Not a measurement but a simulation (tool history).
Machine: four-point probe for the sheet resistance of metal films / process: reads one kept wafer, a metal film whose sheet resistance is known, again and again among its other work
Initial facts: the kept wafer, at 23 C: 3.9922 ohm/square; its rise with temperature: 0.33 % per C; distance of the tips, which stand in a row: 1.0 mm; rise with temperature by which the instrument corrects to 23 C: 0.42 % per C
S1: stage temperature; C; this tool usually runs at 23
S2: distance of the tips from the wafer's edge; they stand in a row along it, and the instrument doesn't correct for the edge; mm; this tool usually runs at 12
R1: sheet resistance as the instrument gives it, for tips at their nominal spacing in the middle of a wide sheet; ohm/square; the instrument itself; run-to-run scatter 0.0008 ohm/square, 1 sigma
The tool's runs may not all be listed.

run     day  S1  S2        R1
  1   0.000  23  12  4.042076
  2   3.379  23  12  4.041662
  3   6.292  23  12  4.043171
  4  10.042  24  12  4.041299
  5  12.650  23  12  4.045431
  6  16.071  29  10  4.030077
  7  21.404  34  38  3.994456
     21.850  -- stage's thermometer calibrated
  8  26.792  34  38  3.999118
  9  29.992  23  21  4.037162
 10  33.892  32  51  4.005040

4 options for the next run, each taken on its own from the tool as it stands now. Forecast them:
  A  38.850  20   4   ?
  B  38.850  23   3   ?
  C  38.850  27   5   ?
  D  38.850  22  51   ?

run        R1
  A  4.177235
  B  4.261171
  C  4.107228
  D  4.038842
Without the tool's unlogged condition, the same runs would have read:
run        R1
  A  4.133055
  B  4.216268
  C  4.063959
  D  3.996096
